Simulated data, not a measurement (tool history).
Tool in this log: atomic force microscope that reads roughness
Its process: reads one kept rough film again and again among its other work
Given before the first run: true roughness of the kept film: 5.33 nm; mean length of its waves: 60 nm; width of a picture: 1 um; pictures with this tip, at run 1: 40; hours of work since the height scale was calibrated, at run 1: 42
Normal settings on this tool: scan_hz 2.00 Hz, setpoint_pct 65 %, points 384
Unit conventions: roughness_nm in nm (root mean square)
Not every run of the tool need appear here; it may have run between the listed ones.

| run | hour | scan_hz | setpoint_pct | points | pictures with this tip | hours of work since the height scale was calibrated | roughness_nm |
|---|---|---|---|---|---|---|---|
| 1 | 0.0 | 2.00 | 65 | 384 | 40 | 42 | 4.783 |
|  | 70.0 | new tip fitted |
| 2 | 71.9 | 2.82 | 65 | 384 | 5 | 95 | 4.745 |
| 3 | 113.1 | 2.82 | 65 | 384 | 103 | 126 | 4.587 |
|  | 153.8 | new tip fitted |
| 4 | 178.4 | 2.82 | 65 | 384 | 59 | 174 | 4.644 |
|  | 235.3 | new tip fitted |
| 5 | 247.2 | 2.82 | 65 | 384 | 28 | 225 | 4.717 |
| 6 | 284.1 | 2.00 | 65 | 633 | 116 | 253 | 4.682 |
|  | 321.6 | new tip fitted |
| 7 | 324.6 | 2.00 | 65 | 384 | 7 | 283 | 4.882 |
| 8 | 395.6 | 2.00 | 65 | 300 | 176 | 336 | 4.520 |
|  | 402.8 | new tip fitted |
| 9 | 434.7 | 3.82 | 65 | 300 | 76 | 365 | 4.524 |
| 10 | 481.3 | 2.00 | 65 | 384 | 187 | 399 | 4.531 |
|  | 486.7 | new tip fitted |
| 11 | 521.7 | 1.13 | 65 | 384 | 83 | 429 | 4.892 |
|  | 571.2 | new tip fitted |
| 12 | 597.0 | 1.13 | 65 | 384 | 62 | 485 | 4.894 |
| 13 | 643.3 | 1.13 | 80 | 384 | 172 | 520 | 4.524 |
|  | 650.7 | new tip fitted |
| 14 | 702.2 | 0.80 | 80 | 384 | 123 | 563 | 4.659 |
|  | 736.8 | new tip fitted |
| 15 | 789.1 | 0.80 | 80 | 384 | 124 | 628 | 4.685 |
|  | 818.8 | new tip fitted |
| 16 | 869.0 | 0.80 | 80 | 384 | 120 | 687 | 4.652 |
|  | 904.5 | new tip fitted |
| 17 | 938.8 | 0.80 | 80 | 384 | 81 | 739 | 4.741 |
|  | 987.9 | new tip fitted |
| 18 | 1017.1 | 0.80 | 80 | 384 | 69 | 797 | 4.788 |
|  | 1071.5 | new tip fitted |
| 19 | 1100.1 | 0.80 | 80 | 384 | 68 | 858 | 4.808 |
|  | 1151.4 | new tip fitted |
| 20 | 1151.4 | 0.80 | 80 | 384 | 0 | 896 | 4.880 |
| 21 | 1195.0 | 1.54 | 65 | 384 | 104 | 929 | 4.769 |
|  | 1231.0 | new tip fitted |
| 22 | 1264.0 | 1.54 | 65 | 384 | 79 | 980 | 4.845 |
|  | 1313.4 | new tip fitted |
| 23 | 1346.7 | 1.54 | 65 | 384 | 79 | 1041 | 4.825 |
|  | 1384.3 | height scale calibrated on a step standard |
|  | 1397.2 | new tip fitted |
| 24 | 1422.1 | 0.60 | 80 | 981 | 60 | 28 | 4.833 |
| 25 | 1474.7 | 1.31 | 57 | 522 | 185 | 67 | 4.742 |
|  | 1480.0 | new tip fitted |
| 26 | 1520.8 | 1.31 | 72 | 677 | 97 | 101 | 4.737 |
|  | 1564.0 | new tip fitted |
| 27 | 1589.5 | 2.51 | 65 | 384 | 61 | 152 | 4.726 |
|  | 1644.0 | new tip fitted |
| 28 | 1650.8 | 2.51 | 65 | 384 | 17 | 197 | 4.772 |
| 29 | 1685.9 | 1.52 | 66 | 384 | 100 | 224 | 4.750 |
|  | 1724.8 | new tip fitted |
| 30 | 1752.0 | 2.00 | 62 | 384 | 65 | 273 | 4.795 |
|  | 1809.5 | new tip fitted |
| 31 | 1822.9 | 3.49 | 55 | 384 | 31 | 325 | 4.859 |
|  | 1892.7 | new tip fitted |
| 32 | 1892.7 | 3.49 | 55 | 384 | 0 | 377 | 4.928 |
| 33 | 1951.9 | 1.96 | 65 | 315 | 141 | 421 | 4.632 |
|  | 1978.0 | new tip fitted |
| 34 | 1995.5 | 1.96 | 65 | 315 | 41 | 453 | 4.830 |
| 35 | 2048.0 | 2.00 | 78 | 337 | 166 | 492 | 4.349 |
|  | 2062.5 | new tip fitted |
| 36 | 2101.5 | 2.00 | 78 | 625 | 93 | 532 | 4.461 |
| 37 | 2141.1 | 0.68 | 65 | 757 | 187 | 561 | 4.734 |

What will run 38 give?
|  | 2147.9 | new tip fitted |
| 38 | 2222.6 | 0.68 | 65 | 757 | 178 | 622 | ? |

roughness_nm: 4.816 nm (root mean square)
Take away the tool's hidden state, keep the run-to-run variation as it was, and the same run would have given roughness_nm 5.100 nm (root mean square).

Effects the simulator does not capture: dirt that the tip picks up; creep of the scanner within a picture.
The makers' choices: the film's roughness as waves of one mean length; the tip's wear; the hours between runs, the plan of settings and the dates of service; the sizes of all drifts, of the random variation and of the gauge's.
